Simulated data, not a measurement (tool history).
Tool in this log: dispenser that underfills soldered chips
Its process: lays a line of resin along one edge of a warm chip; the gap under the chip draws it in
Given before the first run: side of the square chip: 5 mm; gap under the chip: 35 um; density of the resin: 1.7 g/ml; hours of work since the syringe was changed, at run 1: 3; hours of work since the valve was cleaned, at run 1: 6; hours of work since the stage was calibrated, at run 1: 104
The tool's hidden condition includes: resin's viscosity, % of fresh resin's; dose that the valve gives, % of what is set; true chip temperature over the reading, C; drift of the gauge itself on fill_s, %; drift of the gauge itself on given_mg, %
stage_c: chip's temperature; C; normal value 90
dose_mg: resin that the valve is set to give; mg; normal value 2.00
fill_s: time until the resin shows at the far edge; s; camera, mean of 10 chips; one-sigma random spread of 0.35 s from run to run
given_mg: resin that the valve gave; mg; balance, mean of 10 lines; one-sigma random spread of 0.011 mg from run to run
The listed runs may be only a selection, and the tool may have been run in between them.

run	hour	stage_c	dose_mg	hours of work since the syringe was changed	hours of work since the valve was cleaned	hours of work since the stage was calibrated	fill_s	given_mg
1	0.0	90	2.00	3	6	104	22.7	2.01
2	3.8	90	2.00	6	8	107	26.7	1.99
3	7.2	90	2.00	8	10	109	30.5	1.99
# hour 7.8: new syringe of resin
4	13.0	77	2.00	3	14	113	40.2	1.96
5	18.6	77	2.00	7	17	116	52.3	1.97
# hour 20.8: new syringe of resin
6	25.2	90	2.17	3	21	120	21.9	2.13
7	28.3	90	2.17	5	23	122	24.3	2.12
# hour 34.2: new syringe of resin
8	34.5	78	2.17	0	27	126	29.8	2.12
9	40.0	94	2.00	4	31	130	20.0	1.94
10	44.1	90	2.00	6	33	132	29.3	1.94
# hour 47.3: new syringe of resin
11	50.1	90	2.00	2	37	136	21.2	1.93
12	54.7	90	2.00	5	40	139	26.0	1.94
13	57.4	90	2.00	6	42	141	29.0	1.94
# hour 60.5: new syringe of resin
14	62.3	85	2.00	1	45	144	24.0	1.92
15	66.5	85	2.00	4	47	146	29.2	1.92
16	71.3	104	2.00	7	50	149	17.6	1.92
# hour 73.6: new syringe of resin
17	74.6	97	2.33	1	52	151	14.0	2.21
18	78.9	87	1.90	3	55	154	26.8	1.80
19	81.6	98	1.89	5	57	156	19.6	1.79
20	85.5	98	1.89	8	59	158	22.8	1.80
# hour 86.8: new syringe of resin
# hour 88.8: dispensing valve cleaned and set on the balance
21	91.1	98	1.76	2	1	161	15.7	1.75
22	96.2	87	2.22	5	5	164	28.6	2.22
# hour 100.8: new syringe of resin
23	100.8	87	2.22	0	7	167	20.9	2.18
24	105.0	87	2.22	3	10	170	24.6	2.19
25	107.8	87	2.22	5	12	172	27.8	2.20
26	112.9	84	2.20	8	15	175	39.4	2.16
# hour 114.0: new syringe of resin
27	116.4	99	2.58	2	17	177	13.1	2.52

For run 28, what comes out?
28	122.3	84	2.15	5	21	181	?	?

Run 28 yielded fill_s 33.6 s, given_mg 2.14 mg.
With no hidden state in the tool, this same run would have given fill_s 22.8 s, given_mg 2.18 mg.

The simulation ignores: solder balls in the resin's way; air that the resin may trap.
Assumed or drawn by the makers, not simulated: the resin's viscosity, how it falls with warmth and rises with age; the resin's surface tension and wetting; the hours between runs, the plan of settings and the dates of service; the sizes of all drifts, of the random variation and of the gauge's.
